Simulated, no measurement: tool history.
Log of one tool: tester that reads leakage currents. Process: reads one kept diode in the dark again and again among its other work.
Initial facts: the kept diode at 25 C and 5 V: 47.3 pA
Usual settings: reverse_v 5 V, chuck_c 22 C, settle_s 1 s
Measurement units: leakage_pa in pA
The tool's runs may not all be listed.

run   hour  reverse_v  chuck_c  settle_s  leakage_pa
  1      0          5       22         1       36.22
  2   54.6          5       22      3.82       35.37
  3  140.5          5       22         1       35.85
  4  191.3          5       22         1       36.31
  5  267.2      14.34       22         1       56.52
  6  302.8      14.34       22         1       56.82
  7  363.9      14.34       22         1       56.27
  8    403      14.34       22      0.36       62.01
  9  465.5      14.34       22      0.36       62.41
 10  538.4       1.33       22      0.52       21.35
 11    596       1.33       47      1.33      207.18
 12  645.7          5       55      0.48      681.59

Results for each run, recomputed without the tool's hidden state and with each run's random variation untouched:
Unlogged tool condition in this case: stray current of the dirty probe card, pA a volt; current scale over the true one, %; true chuck temperature over the reading, C; drift of the gauge itself on leakage_pa, %.
run  leakage_pa
  1       36.29
  2       35.44
  3       35.92
  4       36.38
  5       56.62
  6       56.92
  7       56.38
  8       62.12
  9       62.52
 10        21.4
 11      207.63
 12      683.03
